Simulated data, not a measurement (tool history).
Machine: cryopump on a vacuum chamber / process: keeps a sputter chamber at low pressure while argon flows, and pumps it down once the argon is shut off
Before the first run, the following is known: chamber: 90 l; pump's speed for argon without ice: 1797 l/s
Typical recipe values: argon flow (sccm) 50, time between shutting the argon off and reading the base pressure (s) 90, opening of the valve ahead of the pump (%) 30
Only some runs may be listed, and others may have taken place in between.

run,hour,argon flow (sccm),time between shutting the argon off and reading the base pressure (s),opening of the valve ahead of the pump (%),pressure while argon flows (Pa),pressure after the wait (uPa)
1,0.0,50,90,30,0.1583,1.23
2,12.6,50,84,30,0.1591,1.24
3,23.4,50,90,30,0.1594,1.27
4,33.3,50,90,30,0.1614,1.25
5,43.7,50,90,15,0.3178,1.23
6,66.3,42,90,30,0.1355,1.22
7,79.6,42,90,30,0.1351,1.25
8,97.5,42,90,30,0.1348,1.24
9,107.9,42,283,30,0.1359,0.96
10,122.5,42,283,30,0.1368,0.97
11,138.3,42,283,30,0.1353,0.97
12,161.4,42,26,30,0.1356,2.42
13,174.7,96,26,30,0.3106,2.39
14,193.5,80,26,30,0.2596,2.49
15,215.4,25,48,60,0.0417,1.69
16,234.0,25,204,31,0.0783,1.07
17,255.6,25,204,31,0.0783,1.08
18,273.4,27,90,41,0.0655,1.32
19,286.3,24,26,24,0.0966,2.52
20,306.1,24,26,24,0.0966,2.43
21,317.4,88,90,39,0.2208,1.31
22,332.0,26,234,17,0.1453,1.11
23,341.6,86,106,30,0.2805,1.34
24,363.1,23,90,26,0.0858,1.37
25,386.0,22,90,30,0.0710,1.43
26,402.3,22,90,30,0.0729,1.39
27,425.0,22,90,28,0.0767,1.39

5 options for the next run, each taken on its own from the tool as it stands now. Forecast them:
A,444.2,50,90,27,?,?
B,444.2,48,90,27,?,?
C,444.2,31,25,19,?,?
D,444.2,61,21,46,?,?
E,444.2,50,90,37,?,?

run,pressure while argon flows (Pa),pressure after the wait (uPa)
A,0.1825,1.44
B,0.1736,1.36
C,0.1568,2.59
D,0.1340,2.92
E,0.1352,1.44
Take away the tool's hidden state, keep each run's random variation, and the runs would have read:
run,pressure while argon flows (Pa),pressure after the wait (uPa)
A,0.1756,0.66
B,0.1669,0.58
C,0.1525,1.82
D,0.1255,2.14
E,0.1282,0.66
